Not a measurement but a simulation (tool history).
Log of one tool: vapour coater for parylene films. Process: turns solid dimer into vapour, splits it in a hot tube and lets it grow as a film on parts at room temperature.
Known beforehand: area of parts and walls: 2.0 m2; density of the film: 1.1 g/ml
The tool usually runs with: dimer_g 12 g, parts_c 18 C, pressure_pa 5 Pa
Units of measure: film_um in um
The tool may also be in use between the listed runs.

run   hour  dimer_g  parts_c  pressure_pa  film_um
  1      0       12       18            5     3.42
  2     13       12       18         2.11     3.76
  3   27.7       12       18         2.11     3.76
  4   44.7       12       18         2.11     3.76
  5   52.5       12       18         2.11     3.73
  6     64       12       14            5     3.87
  7   80.7       12       17            5     3.48
  8   91.4       12       12            5     4.14
  9  108.7       12       18            5     3.36
 10    122       12       18            5     3.36
 11  129.8        6       18            5     1.68
 12  143.9        6       18            5     1.68
 13  157.8        6       18            5     1.68
 14  168.3       12       18         9.68     3.09
     178.2  -- trap's valve overhauled
 15  182.9       12       18         9.68      3.1
 16  200.1       12       18         9.68     3.11
 17  210.9       12       18         9.68      3.1
 18  220.7       12       18         8.97     3.14
 19  237.6        6       18            5     1.67
 20  246.1        6       18            5     1.66
 21  261.4       10       11         8.91     3.31
 22    278       14       12            5     4.75
 23  295.1        5       27         10.8     0.94
 24  312.4       20       25         3.97     4.45
     318.8  -- gauge calibrated
 25  325.5       11       16         5.55     3.32
 26    336        5       18          2.9     1.52
 27  352.2       14       14        10.77     4.16
 28  362.4       14       18            5     3.92
 29  374.3       15       18         2.61     4.55
 30  390.1       14       14         4.58     4.64
 31  397.5       11       18            5     3.08
 32  414.8       11       18            5      3.1
 33  425.2       11       11        10.17     3.68
 34  442.5       11       11        10.17     3.63
 35    459        9       11         3.28     3.37

What would each run have given without the hidden state, its run-to-run variation left as it was?
What the log doesn't record here: vapour lost through the trap's worn valve, %; true temperature of the parts over the reading, C; drift of the gauge itself on film_um, %.
run  film_um
  1     3.42
  2     3.77
  3     3.78
  4     3.79
  5     3.76
  6     3.91
  7     3.52
  8     4.19
  9      3.4
 10     3.41
 11     1.71
 12     1.71
 13     1.71
 14     3.15
 15     3.15
 16     3.16
 17     3.16
 18     3.21
 19      1.7
 20      1.7
 21     3.39
 22     4.87
 23     0.96
 24     4.59
 25     3.32
 26     1.53
 27     4.18
 28     3.94
 29     4.58
 30     4.68
 31     3.11
 32     3.13
 33     3.73
 34     3.68
 35     3.42
